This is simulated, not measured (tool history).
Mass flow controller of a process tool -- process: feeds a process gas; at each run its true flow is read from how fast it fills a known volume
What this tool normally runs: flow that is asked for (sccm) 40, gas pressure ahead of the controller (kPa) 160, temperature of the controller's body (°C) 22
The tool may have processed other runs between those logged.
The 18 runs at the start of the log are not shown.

| run | day | flow that is asked for (sccm) | gas pressure ahead of the controller (kPa) | temperature of the controller's body (°C) | true flow (%) |
|---|---|---|---|---|---|
|  | 289.571 | controller exchanged for a calibrated one |
| 19 | 295.579 | 40 | 164 | 22 | 99.06 |
| 20 | 316.588 | 40 | 164 | 22 | 99.23 |
| 21 | 339.442 | 40 | 164 | 22 | 99.65 |
| 22 | 350.112 | 11 | 179 | 22 | 100.93 |
| 23 | 370.842 | 11 | 162 | 24 | 101.92 |
| 24 | 380.633 | 15 | 193 | 22 | 101.31 |
| 25 | 395.258 | 15 | 193 | 22 | 101.82 |
| 26 | 405.512 | 40 | 187 | 22 | 100.55 |
| 27 | 421.346 | 40 | 187 | 22 | 100.90 |
| 28 | 435.446 | 40 | 226 | 22 | 101.10 |
| 29 | 450.450 | 40 | 160 | 30 | 101.49 |
| 30 | 468.538 | 40 | 160 | 30 | 101.78 |
| 31 | 489.708 | 40 | 160 | 30 | 102.12 |
| 32 | 502.217 | 46 | 252 | 22 | 101.94 |
| 33 | 516.175 | 46 | 252 | 22 | 102.36 |
| 34 | 533.362 | 13 | 279 | 24 | 107.23 |
| 35 | 551.708 | 10 | 269 | 36 | 110.85 |
| 36 | 569.442 | 15 | 215 | 21 | 107.44 |
|  | 583.667 | controller's zero set anew |
| 37 | 586.067 | 15 | 215 | 21 | 99.92 |
| 38 | 603.558 | 15 | 215 | 21 | 100.37 |
| 39 | 625.983 | 32 | 160 | 27 | 101.00 |

Run 40, settings as shown, results not yet in. Your forecast:
| 40 | 645.783 | 32 | 168 | 27 | ? |

true flow (%): 101.47
Minus the tool's unlogged condition, the same run would have read true flow (%) 98.77.
